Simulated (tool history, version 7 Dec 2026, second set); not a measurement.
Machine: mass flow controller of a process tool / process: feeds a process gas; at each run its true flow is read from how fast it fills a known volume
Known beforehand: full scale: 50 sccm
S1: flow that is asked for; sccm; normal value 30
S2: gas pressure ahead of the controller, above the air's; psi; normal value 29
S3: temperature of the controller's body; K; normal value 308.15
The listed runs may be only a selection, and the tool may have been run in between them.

Run 1, day 0: usual settings. Result: true flow (%) 98.09.
Run 2, day 10.592: usual settings. Result: true flow (%) 97.94.
Run 3, day 20.638: usual settings but S2 40.5 psi. Result: true flow (%) 97.38.
Run 4, day 30.679: usual settings but S2 29.9 psi. Result: true flow (%) 97.8.
At day 37.158: controller exchanged for a calibrated one.
Run 5, day 44.625: usual settings but S2 36.1 psi. Result: true flow (%) 97.41.
Run 6, day 59.229: usual settings but S2 36.1 psi. Result: true flow (%) 97.25.
Run 7, day 72.883: usual settings but S2 35 psi. Result: true flow (%) 97.24.
Run 8, day 84.375: usual settings. Result: true flow (%) 97.34.
Run 9, day 99.804: usual settings. Result: true flow (%) 97.32.
Run 10, day 106.979: usual settings but S2 28.9 psi. Result: true flow (%) 97.29.
Run 11, day 119.796: usual settings but S1 5 sccm. Result: true flow (%) 95.64.
Run 12, day 132.875: usual settings but S1 5 sccm. Result: true flow (%) 95.55.
Run 13, day 142.804: usual settings. Result: true flow (%) 96.88.
Run 14, day 158.254: usual settings. Result: true flow (%) 96.78.
Run 15, day 169.35: usual settings. Result: true flow (%) 96.7.
Run 16, day 185.846: usual settings. Result: true flow (%) 96.56.
Run 17, day 198.417: usual settings but S2 22.2 psi. Result: true flow (%) 96.68.
Run 18, day 215.162: usual settings but S2 29.9 psi. Result: true flow (%) 96.4.
Run 19, day 222.392: usual settings. Result: true flow (%) 96.21.
Run 20, day 230.354: usual settings. Result: true flow (%) 96.27.
Run 21, day 240: usual settings but S1 28 sccm. Result: true flow (%) 96.02.
Run 22, day 249.396: usual settings but S1 28 sccm. Result: true flow (%) 96.04.
Run 23, day 258.417: usual settings but S1 28 sccm. Result: true flow (%) 95.9.
Run 24, day 266.45: usual settings but S1 28 sccm. Result: true flow (%) 95.73.
At day 270.238: gauge calibrated.
At day 278.188: controller's zero set anew.
Run 25, day 283.967: usual settings but S1 28 sccm. Result: true flow (%) 97.84.
Run 26, day 298.871: usual settings but S1 10 sccm, S3 293.15 K. Result: true flow (%) 97.98.
Run 27, day 312.579: usual settings but S2 20.5 psi. Result: true flow (%) 97.92.
Run 28, day 324.083: usual settings but S2 20.5 psi. Result: true flow (%) 98.02.
Run 29, day 338.612: usual settings but S2 33.6 psi. Result: true flow (%) 97.42.
Run 30, day 349.988: usual settings but S2 33.6 psi. Result: true flow (%) 97.28.
Run 31, day 363.754: usual settings but S1 23 sccm, S2 25.2 psi, S3 296.15 K. Result: true flow (%) 98.06.
Run 32, day 370.958: usual settings but S1 5 sccm, S2 39.5 psi, S3 293.15 K. Result: true flow (%) 96.79.
Run 33, day 381.562: usual settings but S1 5 sccm, S2 39.5 psi, S3 293.15 K. Result: true flow (%) 96.62.
Run 34, day 392.575: usual settings but S1 36 sccm, S2 33.6 psi, S3 296.15 K. Result: true flow (%) 98.23.
Run 35, day 407.1: usual settings but S1 36 sccm, S2 33.6 psi, S3 296.15 K. Result: true flow (%) 98.13.
Run 36, day 418.162: usual settings but S1 36 sccm, S2 33.6 psi, S3 296.15 K. Result: true flow (%) 98.07.
Run 37, day 435.821: usual settings but S1 38 sccm, S3 300.15 K. Result: true flow (%) 97.86.
Run 38, day 444.908: usual settings but S1 38 sccm, S3 300.15 K. Result: true flow (%) 97.78.
Run 39, day 458.108: usual settings but S1 6 sccm, S2 28.6 psi, S3 303.15 K. Result: true flow (%) 95.76.
Run 40, day 469.083: usual settings but S1 6 sccm, S2 35.1 psi, S3 294.15 K. Result: true flow (%) 96.09.
Run 41, day 485.158: usual settings but S1 6 sccm, S2 35.1 psi, S3 294.15 K. Result: true flow (%) 95.94.
Run 42, day 498.158: usual settings but S1 10 sccm, S2 39 psi, S3 297.15 K. Result: true flow (%) 95.69.
At day 500.129: gauge calibrated.
Run 43, day 510.646: usual settings but S1 10 sccm, S2 39 psi, S3 297.15 K. Result: true flow (%) 97.29.
At day 518.246: controller's zero set anew.
Run 44, day 525.392: usual settings but S1 10 sccm, S2 39 psi, S3 297.15 K. Result: true flow (%) 97.2.
Run 45, day 538.825: usual settings but S1 15 sccm, S2 40.2 psi, S3 296.15 K. Result: true flow (%) 97.46.

Each row is a separate what-if for the run after 45, all from the same tool condition, not one after another. Results?
Run A, day 554.262: usual settings but S1 38 sccm. Result: true flow (%) ?.
Run B, day 554.262: usual settings but S1 16 sccm, S2 26.1 psi, S3 304.15 K. Result: true flow (%) ?.
Run C, day 554.262: usual settings but S1 8 sccm, S2 38.9 psi, S3 304.15 K. Result: true flow (%) ?.
Run D, day 554.262: usual settings but S1 7 sccm, S2 40.2 psi, S3 309.15 K. Result: true flow (%) ?.

run  true flow (%)
  A          98.08
  B          97.27
  C           96.3
  D          95.92
With the hidden condition removed and each run's random variation left untouched, the same runs would have given:
run  true flow (%)
  A          98.51
  B           97.7
  C          96.73
  D          96.35
